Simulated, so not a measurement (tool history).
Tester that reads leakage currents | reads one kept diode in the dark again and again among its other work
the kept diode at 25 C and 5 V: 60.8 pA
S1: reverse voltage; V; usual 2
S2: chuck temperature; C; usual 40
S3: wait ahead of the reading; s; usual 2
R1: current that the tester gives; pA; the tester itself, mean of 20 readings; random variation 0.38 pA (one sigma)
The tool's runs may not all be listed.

{"run": 1, "hour": 0.0, "S1": 2, "S2": 40, "S3": 2, "R1": 139.59}
{"run": 2, "hour": 119.4, "S1": 2, "S2": 40, "S3": 2, "R1": 142.01}
{"run": 3, "hour": 255.6, "S1": 2, "S2": 40, "S3": 0.7, "R1": 146.05}
{"run": 4, "hour": 381.7, "S1": 2, "S2": 24, "S3": 2, "R1": 41.03}
{"hour": 559.1, "done": "chuck's temperature calibrated"}
{"run": 5, "hour": 559.1, "S1": 2, "S2": 46, "S3": 2, "R1": 204.89}
{"run": 6, "hour": 701.7, "S1": 2, "S2": 46, "S3": 2, "R1": 209.74}
{"run": 7, "hour": 926.9, "S1": 2, "S2": 46, "S3": 2, "R1": 218.48}
{"run": 8, "hour": 1090.8, "S1": 2, "S2": 40, "S3": 2, "R1": 140.6}
{"run": 9, "hour": 1284.1, "S1": 2, "S2": 40, "S3": 2, "R1": 144.56}
{"run": 10, "hour": 1485.8, "S1": 2, "S2": 40, "S3": 2, "R1": 148.59}
{"hour": 1686.1, "done": "chuck's temperature calibrated"}
{"hour": 1699.4, "done": "probe card cleaned and baked"}
{"run": 11, "hour": 1699.4, "S1": 11.06, "S2": 26, "S3": 1.41, "R1": 105.69}
{"run": 12, "hour": 1843.7, "S1": 1.84, "S2": 35, "S3": 2.31, "R1": 83.71}
{"run": 13, "hour": 1949.4, "S1": 2, "S2": 23, "S3": 1.17, "R1": 32.36}
{"run": 14, "hour": 2179.9, "S1": 2, "S2": 23, "S3": 1.17, "R1": 33.7}
{"run": 15, "hour": 2310.3, "S1": 1.14, "S2": 51, "S3": 7.19, "R1": 234.1}
{"run": 16, "hour": 2547.3, "S1": 4.63, "S2": 51, "S3": 1.43, "R1": 535.55}
{"run": 17, "hour": 2776.1, "S1": 4.63, "S2": 51, "S3": 1.43, "R1": 550.71}
{"hour": 2806.2, "done": "chuck's temperature calibrated"}
{"run": 18, "hour": 2983.5, "S1": 4.63, "S2": 24, "S3": 0.51, "R1": 60.19}

Some steps in R1 between neighbouring runs. How much of each would the tool show without its hidden state too (settings, what came in, random variation), and how much is left for the hidden state, with any gauge scatter that isn't in both results?
The hidden state here: stray current of the dirty probe card, pA a volt; current scale over the true one, %; true chuck temperature over the reading, C; drift of the gauge itself on leakage_pa, %.
Run 17 -> 18: S2 51 -> 24, S3 1.43 -> 0.51, chuck's temperature calibrated. R1 -490.52 pA: hidden state -71.3, all else -419.22.
